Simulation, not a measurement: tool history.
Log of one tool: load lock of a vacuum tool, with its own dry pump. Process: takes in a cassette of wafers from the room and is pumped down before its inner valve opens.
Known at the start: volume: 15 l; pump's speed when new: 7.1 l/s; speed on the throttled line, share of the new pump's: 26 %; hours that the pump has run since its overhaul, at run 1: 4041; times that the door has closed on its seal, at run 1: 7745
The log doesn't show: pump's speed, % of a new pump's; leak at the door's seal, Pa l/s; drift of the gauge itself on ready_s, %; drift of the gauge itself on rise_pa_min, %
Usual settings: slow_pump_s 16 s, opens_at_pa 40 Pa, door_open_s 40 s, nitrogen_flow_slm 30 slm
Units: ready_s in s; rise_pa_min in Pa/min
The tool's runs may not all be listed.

run      day  slow_pump_s  opens_at_pa  door_open_s  nitrogen_flow_slm  hours that the pump has run since its overhaul  times that the door has closed on its seal  incoming humidity of the room's air, %  ready_s  rise_pa_min
  1    0.000           16           40           40                 30                                            4041                                        7745                                    44.2     29.0        0.068
  2    3.883           16           40           40                 30                                            4134                                        7924                                    48.1     29.2        0.080
  3    9.596           16           40           40                 30                                            4271                                        8186                                    45.4     29.1        0.072
  4   16.796           16           40           40                 30                                            4444                                        8518                                    44.7     29.3        0.075
  5   25.229           16           40           40                 15                                            4647                                        8906                                    42.7     28.8        0.087
  6   31.012           16           40           40                 15                                            4786                                        9172                                    47.1     29.1        0.097
  7   35.812           16           40           40                 15                                            4901                                        9392                                    45.6     28.9        0.094
  8   39.304           16           40           40                 15                                            4985                                        9553                                    42.1     29.1        0.085
  9   44.033           12           40           40                 30                                            5098                                        9771                                    41.6     26.3        0.078
 10   50.533           15           40           40                 30                                            5254                                       10069                                    41.4     28.5        0.075
 11   57.250           16           40           68                 30                                            5415                                       10378                                    45.6     29.2        0.095
 12   63.112           16           40           68                 19                                            5556                                       10648                                    44.0     29.1        0.103
 13   70.125           16           40           68                 19                                            5724                                       10971                                    48.4     29.1        0.112
 14   78.379           16           40           68                 19                                            5922                                       11350                                    43.4     29.2        0.107
 15   83.271           16           40           68                 19                                            6040                                       11575                                    42.6     29.4        0.104
 16   90.979           16           40           68                 19                                            6225                                       11930                                    44.2     29.3        0.099
 17   95.158           16           40           68                 19                                            6325                                       12122                                    46.6     29.0        0.113
 18  101.638           16           40           68                 19                                            6480                                       12420                                    45.6     29.2        0.112
 19  107.729           16           40          173                 30                                            6627                                       12700                                    45.6     29.3        0.131
 20  112.242           16           50           82                 30                                            6735                                       12908                                    45.2     28.8        0.106
 21  116.129           30           31           40                 30                                            6828                                       13087                                    45.9     40.2        0.092
 22  123.033           30           59          200                 30                                            6994                                       13404                                    44.2     38.4        0.136
 23  130.171           17           40          180                 30                                            7165                                       13732                                    42.4     30.3        0.127
 24  137.183           17           40          180                 30                                            7334                                       14055                                    43.4     29.8        0.132
 25  142.571           17           40          180                 30                                            7463                                       14303                                    49.1     30.2        0.143
 26  147.025           17           40          180                 30                                            7570                                       14508                                    45.3     30.1        0.139
 27  152.129           17           78           26                 30                                            7692                                       14742                                    47.6     28.6        0.087
 28  160.529           16           58           40                  9                                            7894                                       15129                                    45.6     28.4        0.123
 29  166.425           12           34          163                 42                                            8035                                       15400                                    44.3     27.2        0.122
 30  171.983           12           34          163                 42                                            8169                                       15656                                    44.0     26.9        0.124
 31  179.983           12           34           30                  7                                            8361                                       16024                                    44.9     26.9        0.115
 32  188.029           19           71           60                 30                                            8554                                       16394                                    46.5     30.4        0.114
 33  191.792           29           32          105                 14                                            8644                                       16567                                    44.0     39.3        0.151
 34  197.333           16           40           40                 22                                            8777                                       16822                                    41.1     29.3        0.103
 35  205.808           16           40           40                 22                                            8981                                       17211                                    43.0     29.7        0.111
 36  212.471           11           36           45                 22                                            9140                                       17518                                    43.7     26.2        0.107
 37  219.158           11           36           45                 22                                            9301                                       17826                                    47.4     26.1        0.114

Hidden state or all else? Some run-to-run changes of ready_s, split into what the settings, what came in and random variation would give without the hidden state, and what is left for the hidden state (with any gauge scatter that isn't in both results):
Run 20 -> 21: slow_pump_s 16 -> 30, opens_at_pa 50 -> 31, door_open_s 82 -> 40. ready_s +11.4 s: hidden state -0.2, all else +11.6.
Run 22 -> 23: slow_pump_s 30 -> 17, opens_at_pa 59 -> 40, door_open_s 200 -> 180. ready_s -8.1 s: hidden state +0.3, all else -8.4.
Run 32 -> 33: slow_pump_s 19 -> 29, opens_at_pa 71 -> 32, door_open_s 60 -> 105, nitrogen_flow_slm 30 -> 14. ready_s +8.9 s: hidden state -0.1, all else +9.0.
Run 33 -> 34: slow_pump_s 29 -> 16, opens_at_pa 32 -> 40, door_open_s 105 -> 40, nitrogen_flow_slm 14 -> 22. ready_s -10.0 s: hidden state +0.3, all else -10.3.
